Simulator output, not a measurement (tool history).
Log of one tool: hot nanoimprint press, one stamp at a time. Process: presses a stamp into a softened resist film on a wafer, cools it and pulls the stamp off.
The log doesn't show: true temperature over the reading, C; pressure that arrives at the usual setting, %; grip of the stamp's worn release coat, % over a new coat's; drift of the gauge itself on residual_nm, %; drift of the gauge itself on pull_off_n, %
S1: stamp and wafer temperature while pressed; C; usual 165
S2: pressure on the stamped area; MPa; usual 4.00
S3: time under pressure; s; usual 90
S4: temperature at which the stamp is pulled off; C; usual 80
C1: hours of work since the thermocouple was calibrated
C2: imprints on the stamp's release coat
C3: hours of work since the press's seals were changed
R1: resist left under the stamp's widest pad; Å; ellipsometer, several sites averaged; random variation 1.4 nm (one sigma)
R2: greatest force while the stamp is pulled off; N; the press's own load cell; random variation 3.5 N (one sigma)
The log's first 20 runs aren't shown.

Run 21, hour 956.5: usual settings but S1 171 C, S2 3.96 MPa, S3 48 s, S4 88 C; C1 164; C2 756; C3 323. Result: R1 1967 Å, R2 195 N.
Run 22, hour 1000.6: usual settings but S1 171 C, S2 3.96 MPa, S3 48 s, S4 88 C; C1 186; C2 842; C3 345. Result: R1 1950 Å, R2 201 N.
Run 23, hour 1048.5: usual settings but S2 3.92 MPa, S3 47 s; C1 210; C2 936; C3 369. Result: R1 2670 Å, R2 255 N.
Run 24, hour 1084.5: usual settings but S1 156 C, S2 3.28 MPa, S3 168 s, S4 65 C; C1 228; C2 1006; C3 387. Result: R1 2840 Å, R2 378 N.
Run 25, hour 1128.5: usual settings but S1 163 C, S4 79 C; C1 250; C2 1093; C3 409. Result: R1 2292 Å, R2 272 N.
Run 26, hour 1188.8: usual settings but S1 158 C, S4 69 C; C1 280; C2 1211; C3 439. Result: R1 2944 Å, R2 354 N.
Run 27, hour 1223.7: usual settings but S2 3.71 MPa; C1 297; C2 1279; C3 457. Result: R1 2069 Å, R2 271 N.
Run 28, hour 1257.5: usual settings but S4 68 C; C1 314; C2 1345; C3 473. Result: R1 1996 Å, R2 368 N.
Run 29, hour 1288.4: usual settings but S4 68 C; C1 330; C2 1406; C3 489. Result: R1 1975 Å, R2 367 N.
Run 30, hour 1354.7: usual settings but S4 68 C; C1 363; C2 1536; C3 522. Result: R1 1985 Å, R2 369 N.
Run 31, hour 1397.4: usual settings but S1 156 C, S2 4.60 MPa, S3 59 s, S4 72 C; C1 384; C2 1619; C3 543. Result: R1 3437 Å, R2 335 N.

3 ways to go on from here, each from the tool as it stands after run 31. What would each give?
At hour 1408.8: stamp cleaned and given a new release coat.
Run A, hour 1450.0: usual settings but S1 174 C, S2 4.45 MPa, S3 100 s, S4 72 C; C1 407; C2 80; C3 567. Result: R1 ?, R2 ?.
At hour 1408.8: stamp cleaned and given a new release coat.
Run B, hour 1450.0: usual settings but S1 159 C; C1 407; C2 80; C3 567. Result: R1 ?, R2 ?.
At hour 1408.8: stamp cleaned and given a new release coat.
Run C, hour 1450.0: usual settings but S1 161 C, S3 61 s, S4 87 C; C1 407; C2 80; C3 567. Result: R1 ?, R2 ?.

run    R1   R2
  A  1075  280
  B  2722  218
  C  2795  175
Without the tool's hidden state the same runs would have given:
run    R1   R2
  A  1187  291
  B  2980  229
  C  3042  187

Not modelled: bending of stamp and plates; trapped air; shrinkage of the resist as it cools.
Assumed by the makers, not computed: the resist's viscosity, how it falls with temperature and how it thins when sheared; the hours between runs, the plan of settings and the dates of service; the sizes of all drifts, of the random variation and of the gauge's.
